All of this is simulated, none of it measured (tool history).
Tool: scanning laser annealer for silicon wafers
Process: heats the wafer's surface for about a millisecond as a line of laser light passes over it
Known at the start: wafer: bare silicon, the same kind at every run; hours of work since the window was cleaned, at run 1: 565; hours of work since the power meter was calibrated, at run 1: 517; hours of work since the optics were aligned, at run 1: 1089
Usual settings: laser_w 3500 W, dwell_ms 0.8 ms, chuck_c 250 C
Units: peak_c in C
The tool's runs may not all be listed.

| run | day | laser_w | dwell_ms | chuck_c | hours of work since the window was cleaned | hours of work since the power meter was calibrated | hours of work since the optics were aligned | peak_c |
|---|---|---|---|---|---|---|---|---|
| 1 | 0 | 3500 | 0.8 | 250 | 565 | 517 | 1089 | 1065 |
| 2 | 3.354 | 3432 | 0.8 | 250 | 598 | 551 | 1122 | 1049 |
| 3 | 7.067 | 3500 | 0.8 | 250 | 634 | 587 | 1158 | 1063 |
| 4 | 10.633 | 3500 | 0.8 | 250 | 670 | 622 | 1194 | 1062 |
| 5 | 14.25 | 3500 | 0.8 | 250 | 705 | 658 | 1229 | 1062 |
| 6 | 18.208 | 3500 | 0.8 | 250 | 744 | 697 | 1268 | 1059 |
|  | 20.008 | optics aligned, line set to its width |
| 7 | 21.183 | 3500 | 0.8 | 250 | 772 | 725 | 12 | 1073 |
|  | 22.075 | window over the wafer cleaned |
| 8 | 25.225 | 3500 | 0.8 | 250 | 31 | 764 | 51 | 1089 |
| 9 | 28.854 | 3500 | 0.8 | 250 | 67 | 799 | 86 | 1087 |
| 10 | 32.783 | 3500 | 0.8 | 250 | 106 | 838 | 125 | 1085 |
| 11 | 36.45 | 3500 | 0.8 | 250 | 142 | 874 | 161 | 1084 |
| 12 | 38.292 | 3500 | 0.8 | 276 | 160 | 892 | 180 | 1111 |
| 13 | 40.933 | 3144 | 0.8 | 250 | 186 | 919 | 206 | 994 |
| 14 | 42.838 | 3500 | 0.8 | 250 | 205 | 937 | 224 | 1084 |
| 15 | 45.888 | 3500 | 0.8 | 250 | 235 | 967 | 255 | 1081 |
| 16 | 49.154 | 3500 | 0.8 | 242 | 267 | 1000 | 287 | 1073 |
| 17 | 52.1 | 3500 | 0.8 | 242 | 296 | 1029 | 316 | 1073 |
| 18 | 54.529 | 3500 | 0.94 | 250 | 320 | 1053 | 340 | 1143 |
| 19 | 57.033 | 3500 | 0.612 | 250 | 345 | 1077 | 365 | 985 |
| 20 | 59.621 | 3500 | 0.8 | 266 | 371 | 1103 | 390 | 1095 |
| 21 | 61.796 | 3500 | 0.601 | 266 | 392 | 1124 | 412 | 996 |
| 22 | 63.733 | 3736 | 0.653 | 275 | 411 | 1144 | 431 | 1085 |
| 23 | 65.75 | 3736 | 0.653 | 275 | 431 | 1163 | 451 | 1087 |
| 24 | 68.279 | 3620 | 0.8 | 250 | 456 | 1188 | 476 | 1109 |
| 25 | 71.533 | 3186 | 0.8 | 284 | 488 | 1221 | 508 | 1033 |
| 26 | 74.108 | 3186 | 0.8 | 284 | 514 | 1246 | 533 | 1033 |
| 27 | 77.7 | 3186 | 0.8 | 284 | 549 | 1281 | 568 | 1034 |
| 28 | 80.083 | 3186 | 0.8 | 284 | 572 | 1305 | 592 | 1032 |
| 29 | 82.388 | 3366 | 0.594 | 250 | 595 | 1328 | 615 | 942 |
| 30 | 84.333 | 3366 | 0.594 | 250 | 614 | 1347 | 634 | 943 |
| 31 | 87.262 | 3660 | 0.625 | 264 | 643 | 1376 | 663 | 1037 |
| 32 | 90.538 | 3660 | 0.625 | 229 | 676 | 1408 | 695 | 1001 |
| 33 | 92.992 | 3477 | 0.586 | 217 | 700 | 1432 | 719 | 929 |
| 34 | 94.892 | 3477 | 0.586 | 217 | 719 | 1451 | 738 | 927 |
| 35 | 96.733 | 3797 | 0.973 | 217 | 737 | 1469 | 756 | 1193 |
| 36 | 99.304 | 3225 | 0.681 | 228 | 762 | 1495 | 782 | 928 |
|  | 101.408 | window over the wafer cleaned |
| 37 | 102.496 | 3778 | 0.8 | 230 | 11 | 1525 | 812 | 1133 |
| 38 | 105.104 | 3130 | 0.8 | 250 | 36 | 1551 | 838 | 990 |
| 39 | 108.379 | 3130 | 0.8 | 220 | 69 | 1583 | 870 | 959 |
| 40 | 111.683 | 3789 | 0.605 | 257 | 101 | 1616 | 903 | 1053 |
| 41 | 113.779 | 3789 | 0.605 | 257 | 122 | 1637 | 924 | 1053 |
| 42 | 117.738 | 3804 | 0.868 | 279 | 161 | 1676 | 963 | 1217 |

Hidden state or all else? Some run-to-run changes of peak_c, split into what the settings, what came in and random variation would give without the hidden state, and what is left for the hidden state (with any gauge scatter that isn't in both results):
The hidden state here: light that passes the window, % of a clean one's; laser's true power over the reading, %; width of the line over the set one, %; drift of the gauge itself on peak_c, C.
Run 6 -> 7: optics aligned, line set to its width. peak_c +14 C: hidden state +13, all else +1.
Run 7 -> 8: window over the wafer cleaned. peak_c +16 C: hidden state +15, all else +1.
Run 34 -> 35: laser_w 3477 -> 3797, dwell_ms 0.586 -> 0.973. peak_c +266 C: hidden state -5, all else +271.
Run 35 -> 36: laser_w 3797 -> 3225, dwell_ms 0.973 -> 0.681, chuck_c 217 -> 228. peak_c -265 C: hidden state +4, all else -269.
Run 36 -> 37: laser_w 3225 -> 3778, dwell_ms 0.681 -> 0.8, chuck_c 228 -> 230, window over the wafer cleaned. peak_c +205 C: hidden state +10, all else +195.
